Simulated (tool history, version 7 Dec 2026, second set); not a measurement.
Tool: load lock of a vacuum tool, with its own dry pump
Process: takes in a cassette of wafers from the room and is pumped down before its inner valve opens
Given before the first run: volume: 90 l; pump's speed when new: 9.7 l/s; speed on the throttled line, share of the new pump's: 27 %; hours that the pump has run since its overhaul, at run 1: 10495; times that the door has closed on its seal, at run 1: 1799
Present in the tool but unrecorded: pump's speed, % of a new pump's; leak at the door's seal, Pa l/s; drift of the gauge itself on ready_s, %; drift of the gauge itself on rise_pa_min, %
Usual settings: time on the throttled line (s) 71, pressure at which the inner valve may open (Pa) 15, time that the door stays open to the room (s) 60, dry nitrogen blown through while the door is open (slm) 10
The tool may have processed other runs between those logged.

run	hour	time on the throttled line (s)	pressure at which the inner valve may open (Pa)	time that the door stays open to the room (s)	dry nitrogen blown through while the door is open (slm)	hours that the pump has run since its overhaul	times that the door has closed on its seal	incoming humidity of the room's air, %	time from the closed door until the inner valve may open (s)	rise of the pressure with all valves shut (Pa/min)
1	0.0	71	15	60	10	10495	1799	46.8	149.8	0.030
2	83.2	71	15	60	7	10578	1901	46.3	148.4	0.034
3	148.8	71	15	60	32	10643	1981	42.8	147.3	0.026
4	223.7	71	21	60	10	10718	2073	41.6	145.3	0.031
5	316.0	71	21	60	10	10811	2186	41.9	143.8	0.033
6	409.7	71	21	60	10	10904	2301	45.3	143.4	0.028
7	454.9	71	15	60	10	10950	2356	48.0	148.6	0.033
8	505.7	71	15	60	10	11000	2418	44.0	148.1	0.031
9	610.9	71	15	60	10	11106	2547	41.7	148.5	0.033
10	694.0	71	15	60	10	11189	2649	44.4	148.7	0.038
11	773.8	71	15	60	10	11268	2747	44.4	148.4	0.035
12	874.8	71	15	60	10	11369	2870	44.5	151.1	0.035
13	947.4	71	15	64	10	11442	2959	42.9	150.5	0.033
14	1010.6	71	15	64	10	11505	3037	46.3	148.1	0.032
15	1115.7	71	15	64	10	11610	3165	44.4	149.9	0.040
16	1164.6	71	15	64	10	11659	3225	45.3	149.2	0.035
17	1262.0	71	15	64	10	11757	3345	45.8	150.3	0.038
18	1360.8	71	15	129	10	11855	3466	41.4	151.4	0.049
19	1444.4	71	15	129	10	11939	3568	43.0	150.9	0.049
20	1491.2	71	15	129	10	11986	3625	48.3	150.4	0.054
21	1588.4	71	15	129	10	12083	3744	47.0	150.7	0.053
# hour 1622.2: dry pump taken out, an overhauled one fitted
22	1696.6	134	14	60	42	74	3869	45.2	179.1	0.031
23	1759.4	134	14	60	42	137	3946	41.7	179.0	0.023
24	1826.6	134	14	60	42	204	4029	44.4	179.4	0.026
25	1874.1	71	15	39	8	252	4087	47.4	133.5	0.031
26	1949.5	71	15	39	8	327	4179	46.5	133.4	0.036
27	2028.6	71	15	39	8	406	4276	45.9	132.8	0.036
28	2083.6	37	15	160	22	461	4343	46.3	108.3	0.052
29	2188.8	37	29	90	18	567	4472	48.6	103.0	0.044
30	2277.4	37	23	96	12	655	4581	44.4	105.1	0.049

Forecast run 31:
31	2375.6	45	23	49	20	753	4701	46.5	?	?

{"run 31": {"time from the closed door until the inner valve may open (s)": 110.2, "rise of the pressure with all valves shut (Pa/min)": 0.035}}
Had the tool carried no hidden state, the very same run would have given time from the closed door until the inner valve may open (s) 110.0, rise of the pressure with all valves shut (Pa/min) 0.022.
